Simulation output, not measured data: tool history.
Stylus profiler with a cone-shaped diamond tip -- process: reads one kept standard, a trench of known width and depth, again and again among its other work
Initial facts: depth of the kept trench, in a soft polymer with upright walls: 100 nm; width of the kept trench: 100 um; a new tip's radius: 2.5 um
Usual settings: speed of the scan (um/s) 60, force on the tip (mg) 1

| run | day | speed of the scan (um/s) | force on the tip (mg) | depth of the trench (Å) | width of the trench's floor (um) |
|---|---|---|---|---|---|
| 1 | 0 | 60 | 1 | 1005.3 | 97.87 |
| 2 | 0.771 | 60 | 1 | 1004.7 | 97.88 |
| 3 | 1.179 | 60 | 1 | 1005.6 | 97.89 |
| 4 | 1.696 | 217 | 1 | 1004.4 | 96.42 |
| 5 | 2.179 | 217 | 1 | 1004.7 | 96.36 |
| 6 | 2.933 | 60 | 1 | 1006.1 | 97.91 |
| 7 | 3.85 | 60 | 1 | 1005.1 | 97.94 |
| 8 | 4.683 | 60 | 1 | 1004.9 | 97.92 |
| 9 | 5.275 | 60 | 1 | 1005.6 | 97.89 |
| 10 | 5.771 | 60 | 1 | 1005 | 97.94 |
| 11 | 6.7 | 60 | 1 | 1005.3 | 97.89 |
| 12 | 7.596 | 60 | 1 | 1005.2 | 97.86 |
| 13 | 8.383 | 60 | 1 | 1004.8 | 97.88 |
| 14 | 8.929 | 60 | 1 | 1005.9 | 97.91 |
| 15 | 9.858 | 60 | 1 | 1005.1 | 97.87 |
| 16 | 10.542 | 60 | 1 | 1004.3 | 97.88 |
| 17 | 11.396 | 60 | 1 | 1004.3 | 97.87 |
| 18 | 11.962 | 60 | 1 | 1005.3 | 97.88 |
| 19 | 12.65 | 60 | 1 | 1005.2 | 97.83 |
| 20 | 13.379 | 60 | 1 | 1003.8 | 97.81 |
| 21 | 13.825 | 60 | 0.74 | 1003.4 | 97.79 |
| 22 | 14.779 | 60 | 0.74 | 1003.4 | 97.74 |
| 23 | 15.308 | 60 | 0.74 | 1002.9 | 97.76 |
| 24 | 16.054 | 80 | 2.86 | 1012.9 | 97.97 |
| 25 | 16.529 | 98 | 0.61 | 1002.1 | 97.22 |
| 26 | 17.525 | 134 | 2.23 | 1010.4 | 97.59 |
| 27 | 18.3 | 34 | 0.5 | 1001.7 | 97.97 |
| 28 | 18.875 | 34 | 0.5 | 1002.8 | 97.96 |
| 29 | 19.45 | 34 | 0.5 | 1002.5 | 97.96 |
| 30 | 20.3 | 22 | 1.04 | 1005.2 | 98.23 |
| 31 | 21.125 | 74 | 2.95 | 1013.2 | 97.98 |
| 32 | 21.675 | 16 | 0.44 | 1002.1 | 98.19 |
| 33 | 22.238 | 174 | 2.88 | 1012 | 97.41 |
| 34 | 23.138 | 60 | 2.28 | 1009.8 | 98.05 |
| 35 | 23.992 | 60 | 2.28 | 1009.9 | 98.01 |
| 36 | 24.646 | 33 | 0.38 | 1000.9 | 97.88 |
| 37 | 25.117 | 93 | 0.41 | 1001.2 | 96.99 |
| 38 | 26.117 | 93 | 0.41 | 1000.2 | 96.99 |
| 39 | 26.621 | 93 | 0.41 | 1000.8 | 96.98 |
| 40 | 27.279 | 93 | 0.41 | 1001.1 | 96.98 |
| 41 | 28.154 | 15 | 2.96 | 1010.8 | 98.3 |
| 42 | 28.688 | 15 | 2.96 | 1011.6 | 98.37 |
| 43 | 29.271 | 17 | 0.55 | 1001.4 | 98.21 |

Forecast run 44:
| 44 | 29.8 | 85 | 1 | ? | ? |

Run 44 gave depth of the trench (Å) 1003.8, width of the trench's floor (um) 97.54.
On a tool with no hidden condition, and with the same random variation, this run would have come out at depth of the trench (Å) 1007, width of the trench's floor (um) 97.74.

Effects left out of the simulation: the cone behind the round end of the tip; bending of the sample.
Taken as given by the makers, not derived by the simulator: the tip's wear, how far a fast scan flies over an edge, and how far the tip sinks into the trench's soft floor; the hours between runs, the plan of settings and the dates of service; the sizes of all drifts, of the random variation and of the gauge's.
